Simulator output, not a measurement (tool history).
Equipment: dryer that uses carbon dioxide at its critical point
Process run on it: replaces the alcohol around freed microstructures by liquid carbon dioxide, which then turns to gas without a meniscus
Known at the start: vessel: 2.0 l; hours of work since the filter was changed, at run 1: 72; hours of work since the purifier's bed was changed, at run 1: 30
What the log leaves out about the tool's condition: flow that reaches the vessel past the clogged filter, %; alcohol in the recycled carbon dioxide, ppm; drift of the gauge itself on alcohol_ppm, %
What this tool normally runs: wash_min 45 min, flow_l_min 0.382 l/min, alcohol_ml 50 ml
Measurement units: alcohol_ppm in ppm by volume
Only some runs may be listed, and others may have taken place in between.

run,day,wash_min,flow_l_min,alcohol_ml,hours of work since the filter was changed,hours of work since the purifier's bed was changed,alcohol_ppm
1,0.000,45,0.382,50,72,30,40
2,0.346,45,0.382,50,77,35,42
3,0.521,68,0.382,50,80,38,18
4,0.708,68,0.382,50,83,40,10
5,1.012,68,0.382,50,87,45,19
6,1.425,45,0.382,50,94,51,48
7,1.646,45,0.382,50,97,54,57
8,1.854,45,0.382,50,100,58,54
9,2.254,45,0.382,50,106,64,59
10,2.471,45,0.382,50,109,67,56
11,2.662,47,0.382,50,112,70,46
12,3.096,47,0.382,50,119,76,48
13,3.450,45,0.382,21,124,82,39
14,3.696,45,0.382,21,128,85,34
15,3.929,45,0.596,50,131,89,22
16,4.271,47,0.382,50,136,94,52
17,4.458,45,0.382,40,139,97,69
18,4.729,45,0.382,40,143,101,64
19,4.942,45,0.382,40,146,104,62
20,5.296,45,0.623,50,152,109,27
21,5.525,45,0.365,50,155,113,85
22,5.742,45,0.365,50,158,116,74
23,6.142,27,0.382,50,164,122,539
24,6.525,44,0.382,29,170,128,65
25,6.833,44,0.382,29,175,132,71
26,7.192,40,0.262,30,180,138,368
27,7.583,56,0.383,21,186,144,33
28,7.788,56,0.535,111,189,147,44
29,8.204,56,0.535,111,195,153,52
30,8.467,56,0.535,114,199,157,46
31,8.658,56,0.535,114,202,160,41
32,9.033,55,0.281,84,208,166,194
33,9.346,58,0.268,37,213,170,117
34,9.767,59,0.382,50,219,177,55
35,10.033,47,0.626,77,223,181,62
36,10.296,40,0.523,43,227,185,61
37,10.683,40,0.523,43,233,190,53
38,11.033,36,0.296,43,238,196,518
39,11.433,36,0.296,43,244,202,535
40,11.621,34,0.370,43,247,204,290
41,11.933,34,0.370,43,252,209,280
42,12.279,41,0.542,49,257,214,69
43,12.696,41,0.542,49,263,221,73
44,13.088,45,0.419,29,269,226,81
45,13.354,55,0.261,34,273,231,174
46,13.750,55,0.300,34,279,236,116

Hidden state or all else? Some run-to-run changes of alcohol_ppm, split into what the settings, what came in and random variation would give without the hidden state, and what is left for the hidden state (with any gauge scatter that isn't in both results):
Run 22 -> 23: wash_min 45 -> 27, flow_l_min 0.365 -> 0.382. alcohol_ppm +465 ppm by volume: hidden state +115, all else +350.
Run 23 -> 24: wash_min 27 -> 44, alcohol_ml 50 -> 29. alcohol_ppm -474 ppm by volume: hidden state -119, all else -355.
Run 37 -> 38: wash_min 40 -> 36, flow_l_min 0.523 -> 0.296. alcohol_ppm +465 ppm by volume: hidden state +168, all else +297.
